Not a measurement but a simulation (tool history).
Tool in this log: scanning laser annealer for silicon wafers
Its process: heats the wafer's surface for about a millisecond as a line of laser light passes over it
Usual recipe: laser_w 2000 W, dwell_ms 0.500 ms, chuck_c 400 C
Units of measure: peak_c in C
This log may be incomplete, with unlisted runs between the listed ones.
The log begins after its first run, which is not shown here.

| run | hour | laser_w | dwell_ms | chuck_c | hours of work since the window was cleaned | hours of work since the power meter was calibrated | hours of work since the optics were aligned | peak_c |
|---|---|---|---|---|---|---|---|---|
| 2 | 10.6 | 2000 | 0.520 | 400 | 364 | 155 | 850 | 1103 |
| 3 | 20.9 | 2000 | 0.520 | 400 | 369 | 160 | 855 | 1101 |
| 4 | 35.2 | 2000 | 0.520 | 400 | 376 | 167 | 862 | 1098 |
| 5 | 50.8 | 2000 | 0.520 | 400 | 383 | 174 | 869 | 1104 |
| 6 | 62.9 | 2000 | 0.520 | 400 | 389 | 180 | 875 | 1096 |
| 7 | 77.3 | 2000 | 0.520 | 400 | 395 | 187 | 882 | 1097 |
| 8 | 88.8 | 2000 | 0.520 | 400 | 401 | 192 | 887 | 1098 |
| 9 | 102.0 | 2000 | 0.520 | 400 | 407 | 199 | 893 | 1099 |
| 10 | 112.2 | 1780 | 0.520 | 400 | 412 | 203 | 898 | 1021 |
| 11 | 121.4 | 1780 | 0.520 | 400 | 416 | 208 | 902 | 1020 |
| 12 | 127.8 | 1780 | 0.520 | 400 | 419 | 211 | 905 | 1019 |
| 13 | 138.3 | 1780 | 0.520 | 400 | 424 | 216 | 910 | 1024 |
| 14 | 145.2 | 1780 | 0.520 | 400 | 428 | 219 | 914 | 1019 |
| 15 | 156.1 | 2000 | 0.446 | 400 | 433 | 224 | 919 | 1048 |
| 16 | 166.8 | 2000 | 0.446 | 397 | 438 | 229 | 924 | 1047 |
| 17 | 176.2 | 2000 | 0.500 | 383 | 442 | 234 | 928 | 1064 |
| 18 | 188.2 | 2000 | 0.500 | 383 | 448 | 239 | 934 | 1063 |
|  | 202.6 | window over the wafer cleaned |
| 19 | 204.9 | 1795 | 0.500 | 426 | 1 | 246 | 941 | 1075 |
| 20 | 219.6 | 1971 | 0.492 | 432 | 8 | 253 | 948 | 1136 |
| 21 | 232.9 | 2000 | 0.572 | 400 | 14 | 260 | 954 | 1162 |

Forecast run 22:
| 22 | 241.4 | 2000 | 0.448 | 390 | 18 | 264 | 958 | ? |

{"run 22": {"peak_c": 1074}}
The same run, on a tool lacking any hidden state, would have yielded peak_c 1092 C.
